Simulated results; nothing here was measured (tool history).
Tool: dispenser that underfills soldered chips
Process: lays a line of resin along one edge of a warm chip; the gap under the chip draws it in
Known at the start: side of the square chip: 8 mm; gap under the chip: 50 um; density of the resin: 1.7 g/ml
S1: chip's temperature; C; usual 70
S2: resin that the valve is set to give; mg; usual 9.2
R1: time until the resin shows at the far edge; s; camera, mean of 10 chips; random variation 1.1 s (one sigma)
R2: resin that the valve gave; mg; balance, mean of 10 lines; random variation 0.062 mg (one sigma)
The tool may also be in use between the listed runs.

run,hour,S1,S2,R1,R2
1,0,70,9.2,140.3,8.58
# hour 8.8: new syringe of resin
2,13.2,70,10.03,132.4,9.35
3,19.5,70,10.03,166.2,9.35
# hour 24: new syringe of resin
4,32.5,70,10.03,152.6,9.16
# hour 39.5: new syringe of resin
5,43,72,10.03,121.6,9.23
# hour 50.3: dispensing valve cleaned and set on the balance
6,51.6,70,9.2,166.4,9.09
# hour 56.1: new syringe of resin
7,64.7,70,9.2,155.8,9.16
# hour 71.6: new syringe of resin
8,74.7,59,9.2,181.4,9.07
9,84,70,9.2,182.4,9.07
# hour 86.4: new syringe of resin
10,94.5,70,9.2,149.3,9.05
# hour 101.4: new syringe of resin
11,106.6,79,9.2,103.7,9.02
12,113.2,79,9.2,132.6,8.95
# hour 116.3: new syringe of resin
13,122.4,70,10.15,146.5,9.68
# hour 131.6: new syringe of resin
14,136.9,70,10.15,141.5,9.61
15,143.5,59,9.2,248.7,8.8
# hour 146.2: new syringe of resin
16,152.1,59,9.2,207,8.76
# hour 160.9: new syringe of resin
17,165.9,76,9.2,113.3,8.68
18,174.4,85,8.59,120.2,8.05
# hour 176: new syringe of resin
19,187.8,85,8.59,118.2,7.96
# hour 190.9: new syringe of resin
20,197.1,82,9.29,99.5,8.66
# hour 205.7: new syringe of resin
21,207.6,82,9.29,89.2,8.59
# hour 220.9: new syringe of resin
22,221.6,57,9.16,184.1,8.49
23,230.9,70,10.17,164.6,9.3
# hour 235.7: new syringe of resin
24,241.6,66,8.96,166.3,8.25
# hour 243.4: dispensing valve cleaned and set on the balance
25,250.2,70,9.36,185.9,9.23
# hour 252.1: new syringe of resin
26,261.3,61,9.6,219.5,9.44
# hour 266.8: new syringe of resin
27,270.7,61,9.6,182,9.54
# hour 282.1: new syringe of resin
28,285.9,61,9.6,181.3,9.48
29,293.1,58,9.77,263.3,9.45
# hour 296.9: new syringe of resin
30,301,56,7.96,221,7.69
# hour 312: new syringe of resin
31,313.1,67,7.84,139.6,7.58
# hour 327.1: new syringe of resin
32,327.1,67,7.84,132.1,7.56
33,339.8,67,7.84,214.8,7.49

Forecast each of these 4 alternatives for the next run:
# hour 341.7: new syringe of resin
A,353.4,76,9.59,?,?
# hour 341.7: new syringe of resin
B,353.4,76,9.03,?,?
# hour 341.7: new syringe of resin
C,353.4,78,8.72,?,?
# hour 341.7: new syringe of resin
D,353.4,72,9.34,?,?

run,R1,R2
A,150.8,9.15
B,151,8.59
C,144.6,8.25
D,172.3,8.86
Without the tool's hidden state the same runs would have given:
run,R1,R2
A,86.3,9.65
B,86.3,9.07
C,82.4,8.71
D,98,9.36
